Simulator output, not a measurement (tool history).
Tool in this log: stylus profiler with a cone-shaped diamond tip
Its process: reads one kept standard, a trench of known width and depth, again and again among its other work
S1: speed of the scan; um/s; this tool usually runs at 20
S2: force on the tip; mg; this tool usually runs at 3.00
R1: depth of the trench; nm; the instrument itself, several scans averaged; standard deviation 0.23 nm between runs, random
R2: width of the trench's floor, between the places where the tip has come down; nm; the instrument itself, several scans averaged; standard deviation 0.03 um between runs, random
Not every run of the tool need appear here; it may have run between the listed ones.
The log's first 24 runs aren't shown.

run,hour,S1,S2,R1,R2
# hour 783.3: height scale calibrated on a step standard, once more
25,797.5,74,1.27,1008.94,45890
26,840.2,20,5.12,1023.40,46190
27,888.3,32,1.37,1009.21,46060
28,936.7,13,3.50,1017.48,46150
29,964.8,5,8.26,1032.57,46160
30,996.2,5,8.26,1032.74,46140
31,1024.2,5,8.26,1032.83,46140
32,1054.4,48,3.00,1015.56,46030
33,1083.2,29,3.00,1016.07,46120
34,1126.1,29,3.00,1015.50,46090
35,1156.8,15,7.97,1030.65,46180
36,1196.4,20,1.09,1007.30,46110
37,1223.1,28,6.20,1026.07,46110
38,1251.3,28,6.20,1025.74,46070
39,1286.6,28,6.20,1025.90,46120
40,1320.9,19,3.00,1015.41,46070
41,1360.9,19,3.00,1014.60,46100
42,1404.5,21,1.38,1008.00,46070
43,1446.3,21,1.38,1008.04,46010
44,1476.1,26,4.09,1018.96,46050
45,1512.6,12,4.90,1021.50,46100

Below are 3 alternative next runs, each starting from the tool's condition after run 45. Predict each:
A,1534.1,22,3.05,?,?
B,1534.1,20,2.92,?,?
C,1534.1,12,4.58,?,?

run,R1,R2
A,1014.69,46020
B,1014.29,46030
C,1020.06,46060
Without the tool's hidden state the same runs would have given:
run,R1,R2
A,1016.88,46460
B,1016.48,46470
C,1022.26,46490

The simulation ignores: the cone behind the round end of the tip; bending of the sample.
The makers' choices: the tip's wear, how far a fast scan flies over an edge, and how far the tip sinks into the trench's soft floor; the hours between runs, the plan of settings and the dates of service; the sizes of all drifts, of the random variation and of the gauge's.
